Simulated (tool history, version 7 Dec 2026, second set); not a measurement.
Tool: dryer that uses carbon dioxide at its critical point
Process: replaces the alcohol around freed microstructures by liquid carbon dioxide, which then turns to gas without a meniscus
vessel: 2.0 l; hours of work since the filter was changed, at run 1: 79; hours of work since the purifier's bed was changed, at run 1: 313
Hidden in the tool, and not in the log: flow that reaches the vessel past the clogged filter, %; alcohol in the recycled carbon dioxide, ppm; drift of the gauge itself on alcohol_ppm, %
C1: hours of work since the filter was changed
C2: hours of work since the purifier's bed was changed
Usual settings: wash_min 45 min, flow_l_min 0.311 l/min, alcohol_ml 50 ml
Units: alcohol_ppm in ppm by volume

{"run": 1, "hour": 0.0, "wash_min": 45, "flow_l_min": 0.311, "alcohol_ml": 50, "C1": 79, "C2": 313, "alcohol_ppm": 63}
{"run": 2, "hour": 26.8, "wash_min": 45, "flow_l_min": 0.311, "alcohol_ml": 50, "C1": 98, "C2": 331, "alcohol_ppm": 70}
{"run": 3, "hour": 53.2, "wash_min": 45, "flow_l_min": 0.311, "alcohol_ml": 25, "C1": 117, "C2": 350, "alcohol_ppm": 64}
{"run": 4, "hour": 91.6, "wash_min": 45, "flow_l_min": 0.311, "alcohol_ml": 25, "C1": 144, "C2": 377, "alcohol_ppm": 56}
{"run": 5, "hour": 141.0, "wash_min": 42, "flow_l_min": 0.311, "alcohol_ml": 50, "C1": 178, "C2": 412, "alcohol_ppm": 111}
{"run": 6, "hour": 180.0, "wash_min": 42, "flow_l_min": 0.311, "alcohol_ml": 50, "C1": 206, "C2": 439, "alcohol_ppm": 117}
{"run": 7, "hour": 215.5, "wash_min": 42, "flow_l_min": 0.311, "alcohol_ml": 50, "C1": 230, "C2": 464, "alcohol_ppm": 113}
{"run": 8, "hour": 262.7, "wash_min": 42, "flow_l_min": 0.311, "alcohol_ml": 33, "C1": 264, "C2": 497, "alcohol_ppm": 115}
{"run": 9, "hour": 306.1, "wash_min": 42, "flow_l_min": 0.311, "alcohol_ml": 33, "C1": 294, "C2": 527, "alcohol_ppm": 106}
{"run": 10, "hour": 346.5, "wash_min": 41, "flow_l_min": 0.311, "alcohol_ml": 50, "C1": 322, "C2": 556, "alcohol_ppm": 146}
{"run": 11, "hour": 367.4, "wash_min": 45, "flow_l_min": 0.311, "alcohol_ml": 50, "C1": 337, "C2": 570, "alcohol_ppm": 121}
{"run": 12, "hour": 392.8, "wash_min": 45, "flow_l_min": 0.311, "alcohol_ml": 96, "C1": 355, "C2": 588, "alcohol_ppm": 165}
{"run": 13, "hour": 440.8, "wash_min": 45, "flow_l_min": 0.311, "alcohol_ml": 50, "C1": 389, "C2": 622, "alcohol_ppm": 125}
{"run": 14, "hour": 461.2, "wash_min": 45, "flow_l_min": 0.311, "alcohol_ml": 50, "C1": 403, "C2": 636, "alcohol_ppm": 135}
{"run": 15, "hour": 505.7, "wash_min": 45, "flow_l_min": 0.311, "alcohol_ml": 50, "C1": 434, "C2": 667, "alcohol_ppm": 147}
{"run": 16, "hour": 541.6, "wash_min": 45, "flow_l_min": 0.311, "alcohol_ml": 50, "C1": 459, "C2": 693, "alcohol_ppm": 151}
{"hour": 566.4, "done": "purifier's bed changed"}
{"run": 17, "hour": 577.8, "wash_min": 45, "flow_l_min": 0.311, "alcohol_ml": 50, "C1": 483, "C2": 8, "alcohol_ppm": 82}
{"run": 18, "hour": 601.2, "wash_min": 45, "flow_l_min": 0.311, "alcohol_ml": 50, "C1": 499, "C2": 24, "alcohol_ppm": 84}
{"run": 19, "hour": 629.4, "wash_min": 45, "flow_l_min": 0.311, "alcohol_ml": 50, "C1": 519, "C2": 44, "alcohol_ppm": 80}
{"hour": 638.3, "done": "inlet filter changed"}
{"run": 20, "hour": 653.1, "wash_min": 45, "flow_l_min": 0.316, "alcohol_ml": 50, "C1": 10, "C2": 60, "alcohol_ppm": 35}
{"run": 21, "hour": 693.1, "wash_min": 45, "flow_l_min": 0.316, "alcohol_ml": 50, "C1": 38, "C2": 88, "alcohol_ppm": 42}
{"run": 22, "hour": 714.5, "wash_min": 45, "flow_l_min": 0.311, "alcohol_ml": 69, "C1": 53, "C2": 103, "alcohol_ppm": 45}
{"run": 23, "hour": 751.2, "wash_min": 45, "flow_l_min": 0.311, "alcohol_ml": 50, "C1": 79, "C2": 129, "alcohol_ppm": 53}
{"run": 24, "hour": 795.4, "wash_min": 30, "flow_l_min": 0.311, "alcohol_ml": 50, "C1": 110, "C2": 160, "alcohol_ppm": 309}
{"run": 25, "hour": 823.7, "wash_min": 30, "flow_l_min": 0.311, "alcohol_ml": 50, "C1": 130, "C2": 180, "alcohol_ppm": 320}
{"run": 26, "hour": 849.2, "wash_min": 30, "flow_l_min": 0.447, "alcohol_ml": 68, "C1": 148, "C2": 198, "alcohol_ppm": 95}
{"run": 27, "hour": 873.7, "wash_min": 47, "flow_l_min": 0.309, "alcohol_ml": 50, "C1": 165, "C2": 215, "alcohol_ppm": 60}
{"run": 28, "hour": 898.8, "wash_min": 47, "flow_l_min": 0.309, "alcohol_ml": 50, "C1": 183, "C2": 232, "alcohol_ppm": 65}
{"run": 29, "hour": 936.1, "wash_min": 30, "flow_l_min": 0.285, "alcohol_ml": 83, "C1": 209, "C2": 259, "alcohol_ppm": 811}
{"run": 30, "hour": 962.5, "wash_min": 36, "flow_l_min": 0.294, "alcohol_ml": 34, "C1": 227, "C2": 277, "alcohol_ppm": 170}
{"run": 31, "hour": 990.4, "wash_min": 36, "flow_l_min": 0.294, "alcohol_ml": 34, "C1": 247, "C2": 297, "alcohol_ppm": 169}
{"run": 32, "hour": 1021.4, "wash_min": 60, "flow_l_min": 0.355, "alcohol_ml": 50, "C1": 269, "C2": 318, "alcohol_ppm": 41}
{"run": 33, "hour": 1055.1, "wash_min": 45, "flow_l_min": 0.191, "alcohol_ml": 51, "C1": 292, "C2": 342, "alcohol_ppm": 506}
{"run": 34, "hour": 1095.5, "wash_min": 45, "flow_l_min": 0.311, "alcohol_ml": 27, "C1": 321, "C2": 370, "alcohol_ppm": 69}
{"run": 35, "hour": 1119.9, "wash_min": 43, "flow_l_min": 0.493, "alcohol_ml": 106, "C1": 338, "C2": 388, "alcohol_ppm": 50}
{"run": 36, "hour": 1166.0, "wash_min": 43, "flow_l_min": 0.339, "alcohol_ml": 106, "C1": 370, "C2": 420, "alcohol_ppm": 144}
{"run": 37, "hour": 1213.2, "wash_min": 29, "flow_l_min": 0.339, "alcohol_ml": 106, "C1": 403, "C2": 453, "alcohol_ppm": 821}
{"run": 38, "hour": 1238.3, "wash_min": 30, "flow_l_min": 0.266, "alcohol_ml": 79, "C1": 421, "C2": 471, "alcohol_ppm": 1341}
{"run": 39, "hour": 1275.7, "wash_min": 53, "flow_l_min": 0.244, "alcohol_ml": 50, "C1": 447, "C2": 497, "alcohol_ppm": 158}
{"run": 40, "hour": 1298.8, "wash_min": 53, "flow_l_min": 0.23, "alcohol_ml": 43, "C1": 463, "C2": 513, "alcohol_ppm": 169}
{"run": 41, "hour": 1322.9, "wash_min": 53, "flow_l_min": 0.23, "alcohol_ml": 43, "C1": 480, "C2": 530, "alcohol_ppm": 178}
{"run": 42, "hour": 1349.5, "wash_min": 53, "flow_l_min": 0.23, "alcohol_ml": 43, "C1": 499, "C2": 549, "alcohol_ppm": 186}

The next listed run, before its measurement:
{"hour": 1388.1, "done": "inlet filter changed"}
{"run": 43, "hour": 1400.6, "wash_min": 51, "flow_l_min": 0.258, "alcohol_ml": 43, "C1": 9, "C2": 584, "alcohol_ppm": "?"}

Run 43 gave alcohol_ppm 101 ppm by volume.
Without the tool's hidden state the same run would have given alcohol_ppm 37 ppm by volume.

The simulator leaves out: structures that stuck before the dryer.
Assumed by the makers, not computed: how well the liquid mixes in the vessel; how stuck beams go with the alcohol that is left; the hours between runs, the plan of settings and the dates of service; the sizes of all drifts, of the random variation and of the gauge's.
